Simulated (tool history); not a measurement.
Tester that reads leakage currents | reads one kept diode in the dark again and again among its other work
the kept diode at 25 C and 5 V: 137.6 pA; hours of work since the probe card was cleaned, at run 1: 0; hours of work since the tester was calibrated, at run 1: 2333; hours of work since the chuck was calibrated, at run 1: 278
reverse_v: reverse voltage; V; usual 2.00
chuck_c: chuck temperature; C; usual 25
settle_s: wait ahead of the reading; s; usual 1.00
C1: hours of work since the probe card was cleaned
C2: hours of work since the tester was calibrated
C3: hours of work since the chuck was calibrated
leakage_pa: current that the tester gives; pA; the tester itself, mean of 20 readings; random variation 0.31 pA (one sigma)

run 1 hour=0.0 | reverse_v=2.00 chuck_c=25 settle_s=1.00 | C1=0 C2=2333 C3=278 | leakage_pa=102.54
run 2 hour=155.7 | reverse_v=2.00 chuck_c=25 settle_s=1.00 | C1=71 C2=2403 C3=349 | leakage_pa=103.61
run 3 hour=273.5 | reverse_v=2.00 chuck_c=25 settle_s=1.00 | C1=124 C2=2457 C3=402 | leakage_pa=103.72
run 4 hour=517.9 | reverse_v=2.00 chuck_c=27 settle_s=1.00 | C1=235 C2=2568 C3=513 | leakage_pa=120.08
run 5 hour=695.9 | reverse_v=2.00 chuck_c=27 settle_s=1.00 | C1=315 C2=2648 C3=594 | leakage_pa=121.23
run 6 hour=929.2 | reverse_v=2.00 chuck_c=27 settle_s=1.00 | C1=421 C2=2754 C3=699 | leakage_pa=122.81
run 7 hour=1108.3 | reverse_v=2.00 chuck_c=25 settle_s=1.00 | C1=502 C2=2835 C3=781 | leakage_pa=106.84
-- hour=1253.2 chuck's temperature calibrated
run 8 hour=1328.0 | reverse_v=2.00 chuck_c=25 settle_s=0.55 | C1=601 C2=2934 C3=34 | leakage_pa=103.07
run 9 hour=1559.7 | reverse_v=2.00 chuck_c=25 settle_s=0.55 | C1=706 C2=3039 C3=139 | leakage_pa=103.73
run 10 hour=1702.1 | reverse_v=2.00 chuck_c=20 settle_s=1.00 | C1=771 C2=3103 C3=204 | leakage_pa=72.84
run 11 hour=1901.5 | reverse_v=2.00 chuck_c=28 settle_s=1.00 | C1=861 C2=3194 C3=294 | leakage_pa=129.41
run 12 hour=2154.8 | reverse_v=2.00 chuck_c=25 settle_s=1.34 | C1=976 C2=3309 C3=409 | leakage_pa=105.65
run 13 hour=2271.8 | reverse_v=2.00 chuck_c=23 settle_s=1.34 | C1=1029 C2=3362 C3=462 | leakage_pa=91.52
-- hour=2297.2 probe card cleaned and baked
run 14 hour=2435.7 | reverse_v=18.63 chuck_c=25 settle_s=1.00 | C1=63 C2=3435 C3=535 | leakage_pa=253.16
run 15 hour=2590.1 | reverse_v=5.59 chuck_c=25 settle_s=1.00 | C1=133 C2=3505 C3=605 | leakage_pa=157.96
run 16 hour=2798.8 | reverse_v=1.60 chuck_c=25 settle_s=1.00 | C1=227 C2=3599 C3=699 | leakage_pa=100.51
run 17 hour=3051.2 | reverse_v=1.60 chuck_c=25 settle_s=1.00 | C1=342 C2=3714 C3=814 | leakage_pa=101.15
-- hour=3120.9 chuck's temperature calibrated
run 18 hour=3185.2 | reverse_v=1.60 chuck_c=25 settle_s=1.00 | C1=402 C2=3774 C3=29 | leakage_pa=96.02
run 19 hour=3386.4 | reverse_v=16.05 chuck_c=25 settle_s=1.00 | C1=493 C2=3865 C3=120 | leakage_pa=234.76
run 20 hour=3581.3 | reverse_v=2.57 chuck_c=30 settle_s=1.74 | C1=581 C2=3953 C3=209 | leakage_pa=161.71
-- hour=3657.6 probe card cleaned and baked, once more
run 21 hour=3693.6 | reverse_v=2.00 chuck_c=25 settle_s=2.70 | C1=16 C2=4003 C3=258 | leakage_pa=101.67
run 22 hour=3947.6 | reverse_v=3.50 chuck_c=26 settle_s=5.32 | C1=131 C2=4118 C3=373 | leakage_pa=134.00
run 23 hour=4196.2 | reverse_v=3.50 chuck_c=26 settle_s=5.32 | C1=244 C2=4230 C3=486 | leakage_pa=134.28
run 24 hour=4351.8 | reverse_v=2.12 chuck_c=53 settle_s=8.00 | C1=315 C2=4301 C3=557 | leakage_pa=659.22
run 25 hour=4592.5 | reverse_v=10.73 chuck_c=26 settle_s=2.80 | C1=424 C2=4410 C3=666 | leakage_pa=203.67
run 26 hour=4708.9 | reverse_v=1.32 chuck_c=26 settle_s=2.15 | C1=477 C2=4463 C3=719 | leakage_pa=98.00
run 27 hour=4842.8 | reverse_v=9.60 chuck_c=53 settle_s=6.64 | C1=537 C2=4524 C3=779 | leakage_pa=1121.20
-- hour=4981.0 chuck's temperature calibrated
run 28 hour=5081.0 | reverse_v=2.00 chuck_c=30 settle_s=0.39 | C1=644 C2=4631 C3=45 | leakage_pa=143.89
run 29 hour=5264.9 | reverse_v=1.03 chuck_c=21 settle_s=1.36 | C1=728 C2=4714 C3=129 | leakage_pa=60.20
run 30 hour=5494.1 | reverse_v=1.03 chuck_c=21 settle_s=1.36 | C1=832 C2=4818 C3=233 | leakage_pa=60.79
run 31 hour=5672.7 | reverse_v=2.00 chuck_c=25 settle_s=0.85 | C1=913 C2=4899 C3=314 | leakage_pa=103.10
run 32 hour=5788.5 | reverse_v=10.24 chuck_c=24 settle_s=5.06 | C1=965 C2=4951 C3=366 | leakage_pa=173.30
run 33 hour=5931.7 | reverse_v=6.78 chuck_c=34 settle_s=2.42 | C1=1030 C2=5016 C3=431 | leakage_pa=294.00
run 34 hour=6071.1 | reverse_v=6.78 chuck_c=41 settle_s=2.42 | C1=1093 C2=5079 C3=494 | leakage_pa=463.92
run 35 hour=6215.9 | reverse_v=16.85 chuck_c=29 settle_s=2.76 | C1=1159 C2=5145 C3=560 | leakage_pa=300.22
run 36 hour=6438.2 | reverse_v=16.85 chuck_c=29 settle_s=2.76 | C1=1260 C2=5246 C3=661 | leakage_pa=300.87
run 37 hour=6649.4 | reverse_v=5.52 chuck_c=59 settle_s=7.54 | C1=1355 C2=5342 C3=756 | leakage_pa=1311.08
-- hour=6836.3 chuck's temperature calibrated
run 38 hour=6836.3 | reverse_v=5.52 chuck_c=59 settle_s=7.54 | C1=1439 C2=5426 C3=0 | leakage_pa=1267.11

5 ways to go on from here, each from the tool as it stands after run 38. What would each give?
run A hour=7018.4 | reverse_v=2.00 chuck_c=25 settle_s=9.74 | C1=1522 C2=5508 C3=83 | leakage_pa=?
run B hour=7018.4 | reverse_v=5.54 chuck_c=33 settle_s=1.94 | C1=1522 C2=5508 C3=83 | leakage_pa=?
run C hour=7018.4 | reverse_v=5.52 chuck_c=39 settle_s=7.54 | C1=1522 C2=5508 C3=83 | leakage_pa=?
run D hour=7018.4 | reverse_v=4.44 chuck_c=25 settle_s=2.17 | C1=1522 C2=5508 C3=83 | leakage_pa=?
run E hour=7018.4 | reverse_v=5.52 chuck_c=59 settle_s=0.36 | C1=1522 C2=5508 C3=83 | leakage_pa=?

run=A leakage_pa=101.95
run=B leakage_pa=254.88
run=C leakage_pa=374.04
run=D leakage_pa=135.87
run=E leakage_pa=1271.10
Without the tool's hidden state the same runs would have given:
run=A leakage_pa=100.82
run=B leakage_pa=251.47
run=C leakage_pa=372.02
run=D leakage_pa=132.41
run=E leakage_pa=1279.28

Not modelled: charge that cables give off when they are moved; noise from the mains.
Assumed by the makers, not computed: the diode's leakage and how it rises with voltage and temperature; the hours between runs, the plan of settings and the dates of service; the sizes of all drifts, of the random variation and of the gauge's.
